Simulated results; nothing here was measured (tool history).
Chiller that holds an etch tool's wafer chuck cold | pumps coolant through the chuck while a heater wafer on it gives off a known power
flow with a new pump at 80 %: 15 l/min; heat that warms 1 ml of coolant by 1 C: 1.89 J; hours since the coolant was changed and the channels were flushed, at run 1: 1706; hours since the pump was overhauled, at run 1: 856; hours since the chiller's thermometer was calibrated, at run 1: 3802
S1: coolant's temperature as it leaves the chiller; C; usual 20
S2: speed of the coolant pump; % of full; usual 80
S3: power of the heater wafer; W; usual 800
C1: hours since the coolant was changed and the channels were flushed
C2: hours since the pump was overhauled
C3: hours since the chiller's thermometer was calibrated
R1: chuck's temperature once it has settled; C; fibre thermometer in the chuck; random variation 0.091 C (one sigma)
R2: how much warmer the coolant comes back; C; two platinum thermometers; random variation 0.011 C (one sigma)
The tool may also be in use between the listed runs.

| run | day | S1 | S2 | S3 | C1 | C2 | C3 | R1 | R2 |
|---|---|---|---|---|---|---|---|---|---|
| 1 | 0.000 | 20 | 80 | 800 | 1706 | 856 | 3802 | 27.58 | 1.71 |
| 2 | 1.312 | 20 | 80 | 800 | 1737 | 888 | 3833 | 27.33 | 1.72 |
| 3 | 2.708 | 20 | 80 | 800 | 1771 | 921 | 3867 | 27.58 | 1.71 |
| 4 | 4.250 | 20 | 65 | 800 | 1808 | 958 | 3904 | 28.62 | 2.10 |
| 5 | 5.058 | 20 | 80 | 800 | 1827 | 978 | 3923 | 27.60 | 1.72 |
| 6 | 5.829 | 20 | 80 | 800 | 1846 | 996 | 3942 | 27.65 | 1.71 |
| 7 | 6.800 | 20 | 80 | 944 | 1869 | 1019 | 3965 | 28.70 | 2.04 |
| 8 | 8.267 | 20 | 80 | 800 | 1904 | 1055 | 4000 | 27.60 | 1.73 |
| 9 | 9.746 | 20 | 80 | 800 | 1940 | 1090 | 4036 | 27.56 | 1.73 |
| 10 | 10.496 | 20 | 80 | 800 | 1958 | 1108 | 4054 | 27.60 | 1.72 |
| 11 | 11.425 | 20 | 80 | 780 | 1980 | 1130 | 4076 | 27.43 | 1.68 |
| 12 | 12.321 | 20 | 80 | 780 | 2002 | 1152 | 4098 | 27.46 | 1.67 |
| 13 | 13.662 | 20 | 96 | 800 | 2034 | 1184 | 4130 | 26.67 | 1.43 |
| 14 | 14.638 | 20 | 80 | 800 | 2057 | 1207 | 4153 | 27.73 | 1.72 |
| 15 | 16.071 | 20 | 80 | 800 | 2092 | 1242 | 4188 | 27.67 | 1.75 |
| 16 | 17.500 | 20 | 80 | 800 | 2126 | 1276 | 4222 | 27.75 | 1.74 |
| 17 | 18.804 | 11 | 74 | 653 | 2157 | 1307 | 4253 | 17.79 | 1.52 |
| 18 | 20.458 | 11 | 74 | 653 | 2197 | 1347 | 4293 | 17.86 | 1.53 |
| 19 | 21.571 | 11 | 74 | 653 | 2224 | 1374 | 4320 | 18.01 | 1.53 |
| 20 | 23.025 | 11 | 74 | 653 | 2258 | 1409 | 4354 | 17.89 | 1.52 |
| 21 | 24.321 | 11 | 68 | 517 | 2290 | 1440 | 4386 | 16.78 | 1.31 |
| 22 | 25.900 | 11 | 68 | 517 | 2327 | 1478 | 4423 | 17.00 | 1.29 |
| 23 | 26.712 | 11 | 68 | 517 | 2347 | 1497 | 4443 | 17.05 | 1.30 |
| 24 | 27.742 | 11 | 68 | 517 | 2372 | 1522 | 4468 | 17.16 | 1.31 |
| 25 | 29.442 | 14 | 75 | 800 | 2413 | 1563 | 4508 | 22.07 | 1.86 |
| 26 | 30.567 | 14 | 95 | 403 | 2440 | 1590 | 4535 | 18.05 | 0.74 |
| 27 | 31.283 | 20 | 63 | 555 | 2457 | 1607 | 4553 | 26.81 | 1.51 |
| 28 | 32.579 | 20 | 82 | 422 | 2488 | 1638 | 4584 | 24.65 | 0.90 |
| 29 | 33.479 | 20 | 98 | 486 | 2509 | 1660 | 4605 | 24.43 | 0.86 |
| 30 | 34.333 | 20 | 98 | 486 | 2530 | 1680 | 4626 | 24.63 | 0.86 |
| 31 | 35.154 | 10 | 98 | 732 | 2550 | 1700 | 4646 | 16.44 | 1.31 |

Measured less the same run without the tool's hidden state. The same run-to-run variation is in both; the gauge's scatter may not be:
The hidden state here: heat passed by the chuck's channels, % of clean ones'; flow at a given pump speed, % of a new pump's; coolant's true temperature over the reading, C; drift of the gauge itself on chuck_c, C; drift of the gauge itself on warmer_back_c, C.
| run | R1 | R2 |
|---|---|---|
| 1 | +1.31 | +0.02 |
| 2 | +1.33 | +0.03 |
| 3 | +1.35 | +0.03 |
| 4 | +1.44 | +0.03 |
| 5 | +1.38 | +0.03 |
| 6 | +1.38 | +0.02 |
| 7 | +1.49 | +0.03 |
| 8 | +1.42 | +0.03 |
| 9 | +1.43 | +0.03 |
| 10 | +1.45 | +0.03 |
| 11 | +1.44 | +0.03 |
| 12 | +1.46 | +0.03 |
| 13 | +1.42 | +0.02 |
| 14 | +1.50 | +0.03 |
| 15 | +1.52 | +0.03 |
| 16 | +1.54 | +0.03 |
| 17 | +1.49 | +0.03 |
| 18 | +1.50 | +0.03 |
| 19 | +1.52 | +0.03 |
| 20 | +1.54 | +0.03 |
| 21 | +1.46 | +0.03 |
| 22 | +1.48 | +0.02 |
| 23 | +1.49 | +0.03 |
| 24 | +1.50 | +0.03 |
| 25 | +1.74 | +0.05 |
| 26 | +1.33 | +0.02 |
| 27 | +1.62 | +0.03 |
| 28 | +1.41 | +0.02 |
| 29 | +1.42 | +0.02 |
| 30 | +1.43 | +0.02 |
| 31 | +1.63 | +0.03 |
